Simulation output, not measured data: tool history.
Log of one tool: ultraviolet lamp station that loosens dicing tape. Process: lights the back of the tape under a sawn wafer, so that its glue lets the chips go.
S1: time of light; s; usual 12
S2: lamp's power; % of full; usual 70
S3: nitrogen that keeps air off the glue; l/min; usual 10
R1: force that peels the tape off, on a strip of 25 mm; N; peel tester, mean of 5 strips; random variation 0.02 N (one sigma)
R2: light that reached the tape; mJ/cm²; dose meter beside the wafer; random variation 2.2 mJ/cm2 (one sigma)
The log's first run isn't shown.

{"run": 2, "hour": 26.6, "S1": 12, "S2": 70, "S3": 10, "R1": 1.32, "R2": 152}
{"run": 3, "hour": 59.9, "S1": 12, "S2": 70, "S3": 10, "R1": 1.315, "R2": 152}
{"run": 4, "hour": 78.9, "S1": 12, "S2": 70, "S3": 10, "R1": 1.4, "R2": 149}
{"run": 5, "hour": 113.7, "S1": 12, "S2": 70, "S3": 10, "R1": 1.441, "R2": 146}
{"run": 6, "hour": 150.1, "S1": 11, "S2": 70, "S3": 10, "R1": 1.671, "R2": 130}
{"run": 7, "hour": 192.7, "S1": 11, "S2": 70, "S3": 10, "R1": 1.853, "R2": 136}
{"hour": 218.6, "done": "window cleaned of glue's vapour"}
{"run": 8, "hour": 224.8, "S1": 12, "S2": 70, "S3": 10, "R1": 1.605, "R2": 135}
{"run": 9, "hour": 244.4, "S1": 12, "S2": 70, "S3": 10, "R1": 1.628, "R2": 135}
{"run": 10, "hour": 277.8, "S1": 12, "S2": 70, "S3": 10, "R1": 1.672, "R2": 133}
{"run": 11, "hour": 310.4, "S1": 8, "S2": 70, "S3": 10, "R1": 3.113, "R2": 88}
{"hour": 322.5, "done": "window cleaned of glue's vapour, once more"}
{"run": 12, "hour": 344.7, "S1": 8, "S2": 70, "S3": 10, "R1": 2.567, "R2": 105}
{"run": 13, "hour": 363.8, "S1": 12, "S2": 70, "S3": 10, "R1": 1.253, "R2": 158}
{"run": 14, "hour": 400.9, "S1": 12, "S2": 70, "S3": 10, "R1": 1.287, "R2": 154}
{"run": 15, "hour": 424.1, "S1": 12, "S2": 70, "S3": 10, "R1": 1.335, "R2": 151}
{"run": 16, "hour": 446.1, "S1": 12, "S2": 70, "S3": 10, "R1": 1.332, "R2": 154}
{"run": 17, "hour": 470.0, "S1": 7, "S2": 70, "S3": 10, "R1": 3.264, "R2": 90}
{"run": 18, "hour": 492.9, "S1": 7, "S2": 70, "S3": 10, "R1": 3.447, "R2": 88}
{"run": 19, "hour": 519.0, "S1": 13, "S2": 70, "S3": 10, "R1": 1.267, "R2": 158}
{"run": 20, "hour": 559.7, "S1": 12, "S2": 96, "S3": 10, "R1": 0.788, "R2": 193}
{"run": 21, "hour": 592.6, "S1": 12, "S2": 96, "S3": 10, "R1": 0.822, "R2": 192}
{"run": 22, "hour": 613.6, "S1": 19, "S2": 96, "S3": 10, "R1": 0.321, "R2": 298}
{"run": 23, "hour": 635.7, "S1": 19, "S2": 96, "S3": 10, "R1": 0.317, "R2": 299}
{"run": 24, "hour": 670.6, "S1": 19, "S2": 96, "S3": 10, "R1": 0.33, "R2": 293}
{"run": 25, "hour": 701.4, "S1": 19, "S2": 96, "S3": 10, "R1": 0.343, "R2": 289}

Run 26 comes next. What will it give?
{"run": 26, "hour": 742.3, "S1": 21, "S2": 70, "S3": 20, "R1": "?", "R2": "?"}

{"run 26": {"R1": 0.405, "R2": 231}}
Without the tool's hidden state the same run would have given R1 0.259 N, R2 314 mJ/cm².

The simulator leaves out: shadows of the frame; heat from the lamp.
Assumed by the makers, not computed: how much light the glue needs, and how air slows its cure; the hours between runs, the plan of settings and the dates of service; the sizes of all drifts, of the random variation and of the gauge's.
